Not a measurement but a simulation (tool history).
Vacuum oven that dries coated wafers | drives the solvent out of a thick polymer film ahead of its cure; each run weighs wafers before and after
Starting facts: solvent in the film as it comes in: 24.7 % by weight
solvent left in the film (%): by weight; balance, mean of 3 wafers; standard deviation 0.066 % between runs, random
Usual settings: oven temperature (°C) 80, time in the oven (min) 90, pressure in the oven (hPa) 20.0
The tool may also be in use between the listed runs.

Run 1, hour 0.0: usual settings. Result: solvent left in the film (%) 5.02.
Run 2, hour 61.9: usual settings but oven temperature (°C) 70. Result: solvent left in the film (%) 8.79.
Run 3, hour 113.7: usual settings but oven temperature (°C) 70. Result: solvent left in the film (%) 8.76.
Run 4, hour 191.6: usual settings but oven temperature (°C) 70. Result: solvent left in the film (%) 8.69.
Run 5, hour 238.8: usual settings but oven temperature (°C) 70. Result: solvent left in the film (%) 8.88.
Run 6, hour 300.1: usual settings but oven temperature (°C) 70. Result: solvent left in the film (%) 9.10.
Run 7, hour 341.9: usual settings but oven temperature (°C) 70. Result: solvent left in the film (%) 9.00.
Run 8, hour 420.4: usual settings but pressure in the oven (hPa) 43.1. Result: solvent left in the film (%) 7.64.
Run 9, hour 491.4: usual settings but pressure in the oven (hPa) 43.1. Result: solvent left in the film (%) 7.66.
Run 10, hour 536.5: usual settings but pressure in the oven (hPa) 43.1. Result: solvent left in the film (%) 7.82.
Run 11, hour 619.4: usual settings but pressure in the oven (hPa) 43.1. Result: solvent left in the film (%) 7.68.
Run 12, hour 691.5: usual settings but pressure in the oven (hPa) 43.1. Result: solvent left in the film (%) 7.91.
Run 13, hour 745.5: usual settings but pressure in the oven (hPa) 43.1. Result: solvent left in the film (%) 7.73.
Run 14, hour 815.6: usual settings but pressure in the oven (hPa) 43.1. Result: solvent left in the film (%) 7.87.
At hour 840.8: vacuum gauge cleaned of residue and calibrated.
Run 15, hour 893.0: usual settings. Result: solvent left in the film (%) 4.94.
Run 16, hour 962.6: usual settings. Result: solvent left in the film (%) 5.10.
Run 17, hour 1044.9: usual settings but oven temperature (°C) 90. Result: solvent left in the film (%) 2.65.
At hour 1053.7: oven's thermocouples calibrated.
Run 18, hour 1088.1: usual settings but oven temperature (°C) 90. Result: solvent left in the film (%) 2.93.
Run 19, hour 1172.6: usual settings but oven temperature (°C) 90, time in the oven (min) 75. Result: solvent left in the film (%) 3.64.
Run 20, hour 1236.5: usual settings but oven temperature (°C) 77, time in the oven (min) 74, pressure in the oven (hPa) 26.0. Result: solvent left in the film (%) 8.48.
Run 21, hour 1298.4: usual settings but oven temperature (°C) 77, time in the oven (min) 74, pressure in the oven (hPa) 26.0. Result: solvent left in the film (%) 8.66.
Run 22, hour 1346.4: usual settings but oven temperature (°C) 77, time in the oven (min) 56, pressure in the oven (hPa) 71.4. Result: solvent left in the film (%) 14.66.
Run 23, hour 1412.5: usual settings but pressure in the oven (hPa) 10.1. Result: solvent left in the film (%) 4.73.
Run 24, hour 1452.5: usual settings but oven temperature (°C) 89, time in the oven (min) 160. Result: solvent left in the film (%) 2.11.
At hour 1515.5: oven's thermocouples calibrated, once more.
Run 25, hour 1516.5: usual settings but time in the oven (min) 106. Result: solvent left in the film (%) 3.84.
Run 26, hour 1554.1: usual settings but time in the oven (min) 106. Result: solvent left in the film (%) 4.01.
Run 27, hour 1637.5: usual settings but time in the oven (min) 148, pressure in the oven (hPa) 10.1. Result: solvent left in the film (%) 2.00.
Run 28, hour 1694.4: usual settings but time in the oven (min) 148, pressure in the oven (hPa) 10.1. Result: solvent left in the film (%) 1.99.
Run 29, hour 1731.2: usual settings but oven temperature (°C) 84, time in the oven (min) 111, pressure in the oven (hPa) 20.5. Result: solvent left in the film (%) 2.93.
Run 30, hour 1792.6: usual settings but oven temperature (°C) 69, time in the oven (min) 49, pressure in the oven (hPa) 21.8. Result: solvent left in the film (%) 12.82.
Run 31, hour 1870.0: usual settings but pressure in the oven (hPa) 43.5. Result: solvent left in the film (%) 7.13.
Run 32, hour 1904.4: usual settings but pressure in the oven (hPa) 43.5. Result: solvent left in the film (%) 7.02.
Run 33, hour 1974.0: usual settings but oven temperature (°C) 88, time in the oven (min) 47, pressure in the oven (hPa) 12.8. Result: solvent left in the film (%) 5.59.
Run 34, hour 2034.9: usual settings but oven temperature (°C) 78, time in the oven (min) 57, pressure in the oven (hPa) 51.3. Result: solvent left in the film (%) 11.09.
Run 35, hour 2114.2: usual settings but oven temperature (°C) 70, time in the oven (min) 138, pressure in the oven (hPa) 43.9. Result: solvent left in the film (%) 9.88.

Some steps in solvent left in the film (%), run to run, broken into two amounts with sign: the step expected even without the hidden condition (settings, incoming material, random variation), and the rest, left for the hidden condition together with whatever gauge scatter is not in both the measured and the hidden-condition-free result:
What the log doesn't record here: true wafer temperature over the reading, C; true pressure over the reading, kPa; drift of the gauge itself on solvent_pct, %.
Run 14 -> 15: pressure in the oven (hPa) 43.1 -> 20.0, vacuum gauge cleaned of residue and calibrated. solvent left in the film (%) -2.93: hidden state -0.73, all else -2.20.
Run 19 -> 20: oven temperature (°C) 90 -> 77, time in the oven (min) 75 -> 74, pressure in the oven (hPa) 20.0 -> 26.0. solvent left in the film (%) +4.84: hidden state +0.68, all else +4.16.
Run 21 -> 22: time in the oven (min) 74 -> 56, pressure in the oven (hPa) 26.0 -> 71.4. solvent left in the film (%) +6.00: hidden state +0.38, all else +5.62.
Run 22 -> 23: oven temperature (°C) 77 -> 80, time in the oven (min) 56 -> 90, pressure in the oven (hPa) 71.4 -> 10.1. solvent left in the film (%) -9.93: hidden state -0.68, all else -9.25.
Run 23 -> 24: oven temperature (°C) 80 -> 89, time in the oven (min) 90 -> 160, pressure in the oven (hPa) 10.1 -> 20.0. solvent left in the film (%) -2.62: hidden state -0.80, all else -1.82.
Run 29 -> 30: oven temperature (°C) 84 -> 69, time in the oven (min) 111 -> 49, pressure in the oven (hPa) 20.5 -> 21.8. solvent left in the film (%) +9.89: hidden state +0.17, all else +9.72.

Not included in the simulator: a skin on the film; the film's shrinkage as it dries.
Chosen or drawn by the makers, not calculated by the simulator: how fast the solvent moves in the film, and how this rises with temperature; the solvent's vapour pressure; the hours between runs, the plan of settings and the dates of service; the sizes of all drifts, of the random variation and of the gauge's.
